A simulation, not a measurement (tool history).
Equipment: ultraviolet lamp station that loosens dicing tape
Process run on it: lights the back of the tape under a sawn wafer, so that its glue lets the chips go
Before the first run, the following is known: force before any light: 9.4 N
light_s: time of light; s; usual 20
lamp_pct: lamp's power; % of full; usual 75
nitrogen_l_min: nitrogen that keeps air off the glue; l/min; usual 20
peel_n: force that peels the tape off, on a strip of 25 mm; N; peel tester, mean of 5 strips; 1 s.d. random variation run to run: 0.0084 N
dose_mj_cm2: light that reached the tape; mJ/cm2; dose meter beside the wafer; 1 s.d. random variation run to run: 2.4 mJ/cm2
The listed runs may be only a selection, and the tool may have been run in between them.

{"run": 1, "hour": 0.0, "light_s": 20, "lamp_pct": 75, "nitrogen_l_min": 20, "peel_n": 0.43, "dose_mj_cm2": 230}
{"run": 2, "hour": 18.8, "light_s": 20, "lamp_pct": 75, "nitrogen_l_min": 20, "peel_n": 0.431, "dose_mj_cm2": 232}
{"run": 3, "hour": 31.3, "light_s": 22, "lamp_pct": 75, "nitrogen_l_min": 20, "peel_n": 0.377, "dose_mj_cm2": 256}
{"run": 4, "hour": 61.8, "light_s": 22, "lamp_pct": 75, "nitrogen_l_min": 20, "peel_n": 0.36, "dose_mj_cm2": 251}
{"run": 5, "hour": 89.2, "light_s": 22, "lamp_pct": 75, "nitrogen_l_min": 20, "peel_n": 0.384, "dose_mj_cm2": 247}
{"run": 6, "hour": 106.8, "light_s": 22, "lamp_pct": 75, "nitrogen_l_min": 20, "peel_n": 0.386, "dose_mj_cm2": 246}
{"run": 7, "hour": 131.5, "light_s": 22, "lamp_pct": 75, "nitrogen_l_min": 20, "peel_n": 0.359, "dose_mj_cm2": 248}
{"hour": 133.8, "done": "window cleaned of glue's vapour"}
{"run": 8, "hour": 156.6, "light_s": 22, "lamp_pct": 75, "nitrogen_l_min": 20, "peel_n": 0.461, "dose_mj_cm2": 223}
{"run": 9, "hour": 183.3, "light_s": 22, "lamp_pct": 92, "nitrogen_l_min": 20, "peel_n": 0.334, "dose_mj_cm2": 271}
{"hour": 191.0, "done": "window cleaned of glue's vapour, once more"}
{"run": 10, "hour": 197.1, "light_s": 22, "lamp_pct": 65, "nitrogen_l_min": 7, "peel_n": 0.814, "dose_mj_cm2": 247}
{"run": 11, "hour": 223.3, "light_s": 21, "lamp_pct": 68, "nitrogen_l_min": 8, "peel_n": 0.741, "dose_mj_cm2": 245}
{"run": 12, "hour": 243.0, "light_s": 21, "lamp_pct": 89, "nitrogen_l_min": 27, "peel_n": 0.251, "dose_mj_cm2": 322}
{"run": 13, "hour": 264.1, "light_s": 18, "lamp_pct": 74, "nitrogen_l_min": 7, "peel_n": 0.96, "dose_mj_cm2": 225}
{"run": 14, "hour": 279.9, "light_s": 18, "lamp_pct": 74, "nitrogen_l_min": 7, "peel_n": 0.94, "dose_mj_cm2": 227}

Consider 3 possible next runs. They are alternatives, not a sequence: every one starts from the tool as it was left by run 14. What does each give?
{"run": "A", "hour": 309.3, "light_s": 20, "lamp_pct": 75, "nitrogen_l_min": 16, "peel_n": "?", "dose_mj_cm2": "?"}
{"run": "B", "hour": 309.3, "light_s": 12, "lamp_pct": 74, "nitrogen_l_min": 7, "peel_n": "?", "dose_mj_cm2": "?"}
{"run": "C", "hour": 309.3, "light_s": 18, "lamp_pct": 82, "nitrogen_l_min": 37, "peel_n": "?", "dose_mj_cm2": "?"}

run=A peel_n=0.437 dose_mj_cm2=255
run=B peel_n=1.938 dose_mj_cm2=149
run=C peel_n=0.286 dose_mj_cm2=244
Without the tool's hidden state the same runs would have given:
run=A peel_n=0.399 dose_mj_cm2=269
run=B peel_n=1.787 dose_mj_cm2=157
run=C peel_n=0.271 dose_mj_cm2=258

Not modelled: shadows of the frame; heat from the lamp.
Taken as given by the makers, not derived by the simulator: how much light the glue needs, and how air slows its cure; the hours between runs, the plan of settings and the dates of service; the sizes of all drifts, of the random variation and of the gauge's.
